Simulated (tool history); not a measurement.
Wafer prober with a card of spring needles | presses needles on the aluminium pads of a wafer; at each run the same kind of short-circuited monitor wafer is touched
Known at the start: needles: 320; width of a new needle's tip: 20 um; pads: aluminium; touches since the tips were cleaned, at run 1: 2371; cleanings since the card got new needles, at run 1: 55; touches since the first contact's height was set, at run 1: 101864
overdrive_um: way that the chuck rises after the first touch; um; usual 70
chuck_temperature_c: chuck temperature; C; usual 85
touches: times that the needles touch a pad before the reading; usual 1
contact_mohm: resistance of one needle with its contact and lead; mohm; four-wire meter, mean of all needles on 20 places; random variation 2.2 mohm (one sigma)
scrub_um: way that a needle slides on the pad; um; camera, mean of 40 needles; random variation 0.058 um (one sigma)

run	hour	overdrive_um	chuck_temperature_c	touches	touches since the tips were cleaned	cleanings since the card got new needles	touches since the first contact's height was set	contact_mohm	scrub_um
1	0.0	70	85	1	2371	55	101864	314	10.38
# hour 12.0: tips cleaned on abrasive film
2	18.6	55	85	1	1604	56	106332	393	8.00
# hour 33.4: tips cleaned on abrasive film
3	33.4	70	85	1	0	57	109883	263	10.28
# hour 54.6: tips cleaned on abrasive film
4	54.7	70	85	3	17	58	115002	259	10.23
5	72.8	70	85	3	4391	58	119376	281	10.20
# hour 75.9: tips cleaned on abrasive film
# hour 97.9: tips cleaned on abrasive film
6	97.9	70	85	3	0	60	125385	256	10.42
# hour 119.6: tips cleaned on abrasive film
7	119.6	70	85	3	0	61	130606	256	10.16
8	138.1	70	85	3	4470	61	135076	281	10.30
# hour 141.0: tips cleaned on abrasive film
# hour 145.8: tips cleaned on abrasive film, once more
9	165.6	70	85	3	4780	63	141654	286	10.17
# hour 167.0: tips cleaned on abrasive film
# hour 188.5: tips cleaned on abrasive film
10	190.5	82	85	3	504	65	147639	259	11.95
11	205.9	70	121	1	4205	65	151340	337	10.13
# hour 210.6: tips cleaned on abrasive film
12	227.1	70	121	1	3997	66	156446	335	10.06
# hour 231.8: tips cleaned on abrasive film
13	252.1	72	85	1	4910	67	162466	325	10.39
# hour 253.8: tips cleaned on abrasive film
14	267.7	72	85	1	3339	68	166186	322	10.46
# hour 275.3: tips cleaned on abrasive film
15	288.0	72	85	1	3074	69	171080	321	10.49
# hour 297.3: tips cleaned on abrasive film
16	314.9	72	85	1	4248	70	177551	326	10.41
# hour 319.0: tips cleaned on abrasive film
17	338.1	64	114	1	4596	71	183116	359	9.19
# hour 341.4: tips cleaned on abrasive film
18	354.2	64	114	1	3077	72	186980	346	9.12
# hour 362.4: tips cleaned on abrasive film
19	373.3	64	66	1	2615	73	191567	338	9.13
# hour 385.4: tips cleaned on abrasive film
20	392.2	70	85	1	1644	74	196109	311	10.09
# hour 408.9: tips cleaned on abrasive film
21	413.0	70	38	1	1004	75	201120	280	9.98
# hour 430.1: tips cleaned on abrasive film
22	444.9	53	30	2	3583	76	208803	339	7.35
# hour 452.3: tips cleaned on abrasive film
23	462.9	54	30	1	2540	77	213109	369	7.54
# hour 474.7: tips cleaned on abrasive film
24	481.8	74	37	1	1701	78	217655	300	10.55
# hour 498.7: tips cleaned on abrasive film
# hour 500.4: height of the first contact set anew
25	502.9	74	37	1	943	79	605	277	11.25
# hour 520.8: tips cleaned on abrasive film
26	533.1	74	59	2	2979	80	7875	279	11.07
# hour 544.7: tips cleaned on abrasive film
27	561.1	74	59	2	3975	81	14610	289	11.27
# hour 566.0: tips cleaned on abrasive film
# hour 587.0: tips cleaned on abrasive film
28	588.7	87	33	2	417	83	21222	239	13.01
# hour 608.3: tips cleaned on abrasive film
29	620.6	73	105	1	2990	84	28907	318	11.00
# hour 631.5: tips cleaned on abrasive film
30	634.4	85	85	3	707	85	32214	255	12.84
31	648.0	85	85	3	3995	85	35502	273	12.83
# hour 653.9: tips cleaned on abrasive film
32	672.8	62	85	2	4559	86	41450	313	9.34

Forecast each of these 3 alternatives for the next run:
# hour 675.3: tips cleaned on abrasive film
A	694.6	68	85	2	4674	87	46702	?	?
# hour 675.3: tips cleaned on abrasive film
B	694.6	70	32	1	4674	87	46702	?	?
# hour 675.3: tips cleaned on abrasive film
C	694.6	52	86	2	4674	87	46702	?	?

run	contact_mohm	scrub_um
A	301	10.22
B	325	10.55
C	351	7.71
Without the tool's hidden state the same runs would have given:
run	contact_mohm	scrub_um
A	247	10.34
B	234	10.67
C	260	7.84
